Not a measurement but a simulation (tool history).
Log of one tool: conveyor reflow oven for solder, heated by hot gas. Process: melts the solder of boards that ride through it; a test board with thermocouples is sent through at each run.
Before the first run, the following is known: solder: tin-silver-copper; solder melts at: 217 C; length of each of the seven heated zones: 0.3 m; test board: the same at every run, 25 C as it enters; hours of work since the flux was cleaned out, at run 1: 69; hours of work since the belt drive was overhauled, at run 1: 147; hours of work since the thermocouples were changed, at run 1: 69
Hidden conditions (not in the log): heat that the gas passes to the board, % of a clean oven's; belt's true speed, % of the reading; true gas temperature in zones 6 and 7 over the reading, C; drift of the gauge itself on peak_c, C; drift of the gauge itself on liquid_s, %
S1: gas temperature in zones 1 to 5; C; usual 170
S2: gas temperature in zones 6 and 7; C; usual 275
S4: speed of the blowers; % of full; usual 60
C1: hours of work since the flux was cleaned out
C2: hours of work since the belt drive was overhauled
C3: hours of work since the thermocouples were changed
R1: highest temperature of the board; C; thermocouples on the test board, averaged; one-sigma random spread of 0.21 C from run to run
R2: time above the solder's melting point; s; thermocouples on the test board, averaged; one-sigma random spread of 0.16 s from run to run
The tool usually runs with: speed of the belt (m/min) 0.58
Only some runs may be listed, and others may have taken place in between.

run 1 hour=0 | S1=170 S2=275 speed_of_the_belt_(m/min)=0.58 S4=60 | C1=69 C2=147 C3=69 | R1=255.7 R2=46.9
run 2 hour=8.6 | S1=170 S2=272 speed_of_the_belt_(m/min)=0.58 S4=60 | C1=74 C2=153 C3=74 | R1=253.7 R2=45.6
run 3 hour=17.6 | S1=170 S2=275 speed_of_the_belt_(m/min)=0.501 S4=60 | C1=80 C2=158 C3=80 | R1=260.1 R2=58
run 4 hour=22.4 | S1=170 S2=275 speed_of_the_belt_(m/min)=0.501 S4=60 | C1=83 C2=161 C3=83 | R1=260.7 R2=57.8
run 5 hour=26.7 | S1=170 S2=275 speed_of_the_belt_(m/min)=0.501 S4=60 | C1=85 C2=163 C3=85 | R1=260.4 R2=57.9
run 6 hour=34.5 | S1=179 S2=275 speed_of_the_belt_(m/min)=0.501 S4=60 | C1=90 C2=168 C3=90 | R1=261.9 R2=61.8
run 7 hour=38.9 | S1=179 S2=275 speed_of_the_belt_(m/min)=0.501 S4=68 | C1=92 C2=170 C3=92 | R1=263.4 R2=62.6
run 8 hour=46 | S1=170 S2=275 speed_of_the_belt_(m/min)=0.58 S4=60 | C1=97 C2=175 C3=97 | R1=256 R2=46.7
run 9 hour=50.7 | S1=170 S2=275 speed_of_the_belt_(m/min)=0.58 S4=81 | C1=99 C2=177 C3=99 | R1=261 R2=50.4
-- hour=56.3 flux residue cleaned out of gas plates and filters
run 10 hour=60.2 | S1=170 S2=275 speed_of_the_belt_(m/min)=0.58 S4=81 | C1=2 C2=180 C3=102 | R1=260.8 R2=50.4
run 11 hour=69.6 | S1=170 S2=275 speed_of_the_belt_(m/min)=0.58 S4=81 | C1=8 C2=186 C3=108 | R1=261.1 R2=50.1
run 12 hour=75.9 | S1=170 S2=275 speed_of_the_belt_(m/min)=0.58 S4=81 | C1=12 C2=189 C3=111 | R1=260.7 R2=50.2
run 13 hour=79.8 | S1=180 S2=283 speed_of_the_belt_(m/min)=0.58 S4=81 | C1=14 C2=192 C3=114 | R1=269.3 R2=56
run 14 hour=87.8 | S1=170 S2=275 speed_of_the_belt_(m/min)=0.586 S4=60 | C1=19 C2=196 C3=118 | R1=254.9 R2=45.9
-- hour=96.6 flux residue cleaned out of gas plates and filters, once more
run 15 hour=96.7 | S1=174 S2=275 speed_of_the_belt_(m/min)=0.58 S4=61 | C1=0 C2=199 C3=121 | R1=256.7 R2=48.9
run 16 hour=105.9 | S1=174 S2=275 speed_of_the_belt_(m/min)=0.58 S4=61 | C1=6 C2=204 C3=126 | R1=256.9 R2=48.8
run 17 hour=114.4 | S1=157 S2=279 speed_of_the_belt_(m/min)=0.607 S4=61 | C1=11 C2=209 C3=131 | R1=255.1 R2=40.9
run 18 hour=123 | S1=170 S2=275 speed_of_the_belt_(m/min)=0.629 S4=58 | C1=16 C2=214 C3=136 | R1=251.9 R2=40.9
run 19 hour=132.4 | S1=170 S2=275 speed_of_the_belt_(m/min)=0.629 S4=58 | C1=21 C2=220 C3=142 | R1=252 R2=40.9
run 20 hour=140.7 | S1=180 S2=268 speed_of_the_belt_(m/min)=0.58 S4=60 | C1=26 C2=225 C3=147 | R1=251.8 R2=47.6
run 21 hour=149.8 | S1=180 S2=265 speed_of_the_belt_(m/min)=0.58 S4=60 | C1=31 C2=230 C3=152 | R1=248.6 R2=46.4
run 22 hour=158.1 | S1=170 S2=281 speed_of_the_belt_(m/min)=0.58 S4=60 | C1=36 C2=235 C3=157 | R1=260.9 R2=49.4
run 23 hour=164.3 | S1=175 S2=269 speed_of_the_belt_(m/min)=0.498 S4=60 | C1=40 C2=239 C3=161 | R1=256.2 R2=57.5

Hidden state or all else? Some run-to-run changes of R1, split into what the settings, what came in and random variation would give without the hidden state, and what is left for the hidden state (with any gauge scatter that isn't in both results):
Run 9 -> 10: flux residue cleaned out of gas plates and filters. R1 -0.2 C: hidden state -0.2, all else +0.
Run 13 -> 14: S1 180 -> 170, S2 283 -> 275, speed of the belt (m/min) 0.58 -> 0.586, S4 81 -> 60. R1 -14.4 C: hidden state +0.1, all else -14.5.
Run 14 -> 15: S1 170 -> 174, speed of the belt (m/min) 0.586 -> 0.58, S4 60 -> 61, flux residue cleaned out of gas plates and filters, once more. R1 +1.8 C: hidden state +0.5, all else +1.3.
Run 21 -> 22: S1 180 -> 170, S2 265 -> 281. R1 +12.3 C: hidden state -0.1, all else +12.4.

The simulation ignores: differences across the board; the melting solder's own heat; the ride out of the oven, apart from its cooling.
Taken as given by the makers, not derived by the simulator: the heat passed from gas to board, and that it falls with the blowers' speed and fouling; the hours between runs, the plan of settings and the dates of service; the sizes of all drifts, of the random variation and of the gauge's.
